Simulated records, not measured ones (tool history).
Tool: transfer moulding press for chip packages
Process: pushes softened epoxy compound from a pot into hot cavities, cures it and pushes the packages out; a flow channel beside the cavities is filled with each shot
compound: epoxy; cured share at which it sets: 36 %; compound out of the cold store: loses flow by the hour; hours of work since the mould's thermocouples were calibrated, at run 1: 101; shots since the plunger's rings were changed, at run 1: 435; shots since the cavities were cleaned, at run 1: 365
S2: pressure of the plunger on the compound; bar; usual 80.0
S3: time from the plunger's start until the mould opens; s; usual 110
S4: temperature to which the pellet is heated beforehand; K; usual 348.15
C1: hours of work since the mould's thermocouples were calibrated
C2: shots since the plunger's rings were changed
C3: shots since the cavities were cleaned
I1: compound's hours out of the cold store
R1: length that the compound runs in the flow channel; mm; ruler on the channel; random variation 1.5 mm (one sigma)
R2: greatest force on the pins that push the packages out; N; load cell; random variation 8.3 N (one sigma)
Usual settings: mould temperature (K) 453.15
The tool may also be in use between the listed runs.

run 1 hour=0.0 | mould_temperature_(K)=453.15 S2=80.0 S3=110 S4=348.15 | C1=101 C2=435 C3=365 | I1=22.0 | R1=910 R2=496
run 2 hour=9.0 | mould_temperature_(K)=453.15 S2=80.0 S3=110 S4=348.15 | C1=105 C2=500 C3=430 | I1=47.6 | R1=842 R2=497
run 3 hour=16.0 | mould_temperature_(K)=453.15 S2=80.0 S3=110 S4=348.15 | C1=108 C2=549 C3=479 | I1=26.9 | R1=895 R2=525
run 4 hour=21.9 | mould_temperature_(K)=453.15 S2=74.2 S3=110 S4=348.15 | C1=110 C2=592 C3=522 | I1=21.7 | R1=874 R2=526
run 5 hour=25.8 | mould_temperature_(K)=453.15 S2=74.2 S3=110 S4=348.15 | C1=112 C2=619 C3=549 | I1=18.1 | R1=880 R2=520
run 6 hour=33.0 | mould_temperature_(K)=453.15 S2=74.2 S3=110 S4=348.15 | C1=115 C2=671 C3=601 | I1=46.6 | R1=813 R2=498
run 7 hour=37.4 | mould_temperature_(K)=453.15 S2=74.2 S3=110 S4=348.15 | C1=117 C2=703 C3=633 | I1=19.6 | R1=879 R2=531
run 8 hour=43.2 | mould_temperature_(K)=453.15 S2=74.2 S3=110 S4=348.15 | C1=119 C2=744 C3=674 | I1=25.1 | R1=864 R2=540
run 9 hour=48.5 | mould_temperature_(K)=453.15 S2=80.0 S3=94 S4=348.15 | C1=121 C2=782 C3=712 | I1=25.4 | R1=898 R2=744
run 10 hour=52.5 | mould_temperature_(K)=453.15 S2=80.0 S3=94 S4=348.15 | C1=123 C2=810 C3=740 | I1=40.3 | R1=859 R2=757
run 11 hour=57.1 | mould_temperature_(K)=453.15 S2=80.0 S3=110 S4=357.15 | C1=125 C2=843 C3=773 | I1=26.3 | R1=890 R2=521
run 12 hour=62.8 | mould_temperature_(K)=453.15 S2=80.0 S3=110 S4=346.15 | C1=127 C2=884 C3=814 | I1=16.7 | R1=919 R2=558
run 13 hour=69.6 | mould_temperature_(K)=453.15 S2=80.0 S3=110 S4=346.15 | C1=130 C2=933 C3=863 | I1=18.8 | R1=909 R2=542
run 14 hour=75.1 | mould_temperature_(K)=453.15 S2=80.0 S3=110 S4=346.15 | C1=132 C2=972 C3=902 | I1=12.5 | R1=931 R2=551
run 15 hour=80.6 | mould_temperature_(K)=453.15 S2=80.0 S3=110 S4=348.15 | C1=134 C2=1011 C3=941 | I1=24.3 | R1=895 R2=546
run 16 hour=87.0 | mould_temperature_(K)=449.15 S2=80.0 S3=110 S4=348.15 | C1=137 C2=1056 C3=986 | I1=29.1 | R1=903 R2=733
run 17 hour=91.1 | mould_temperature_(K)=460.15 S2=78.4 S3=108 S4=357.15 | C1=138 C2=1086 C3=1016 | I1=9.0 | R1=895 R2=418
run 18 hour=96.1 | mould_temperature_(K)=460.15 S2=78.4 S3=108 S4=357.15 | C1=141 C2=1122 C3=1052 | I1=23.1 | R1=854 R2=407
-- hour=99.6 cavities cleaned with cleaning compound and waxed
run 19 hour=102.4 | mould_temperature_(K)=454.15 S2=71.2 S3=112 S4=344.15 | C1=142 C2=1156 C3=20 | I1=39.9 | R1=803 R2=340
run 20 hour=107.7 | mould_temperature_(K)=446.15 S2=80.0 S3=110 S4=345.15 | C1=145 C2=1194 C3=58 | I1=42.3 | R1=882 R2=623
run 21 hour=116.4 | mould_temperature_(K)=446.15 S2=80.0 S3=110 S4=345.15 | C1=148 C2=1255 C3=119 | I1=25.4 | R1=931 R2=693
run 22 hour=122.2 | mould_temperature_(K)=453.15 S2=95.4 S3=119 S4=348.15 | C1=151 C2=1297 C3=161 | I1=14.3 | R1=1004 R2=401
run 23 hour=129.0 | mould_temperature_(K)=453.15 S2=64.1 S3=119 S4=339.15 | C1=153 C2=1346 C3=210 | I1=36.8 | R1=772 R2=397
run 24 hour=133.8 | mould_temperature_(K)=453.15 S2=89.6 S3=127 S4=352.15 | C1=155 C2=1380 C3=244 | I1=16.1 | R1=969 R2=366
run 25 hour=142.7 | mould_temperature_(K)=453.15 S2=89.6 S3=127 S4=352.15 | C1=159 C2=1444 C3=308 | I1=36.5 | R1=910 R2=385
run 26 hour=149.0 | mould_temperature_(K)=453.15 S2=89.6 S3=127 S4=352.15 | C1=161 C2=1488 C3=352 | I1=18.7 | R1=956 R2=381

The next listed run, before its measurement:
run 27 hour=153.9 | mould_temperature_(K)=445.15 S2=80.0 S3=110 S4=346.15 | C1=163 C2=1524 C3=388 | I1=31.7 | R1=? R2=?

{"run 27": {"R1": 912, "R2": 888}}
Without the tool's hidden state the same run would have given R1 930 mm, R2 667 N.
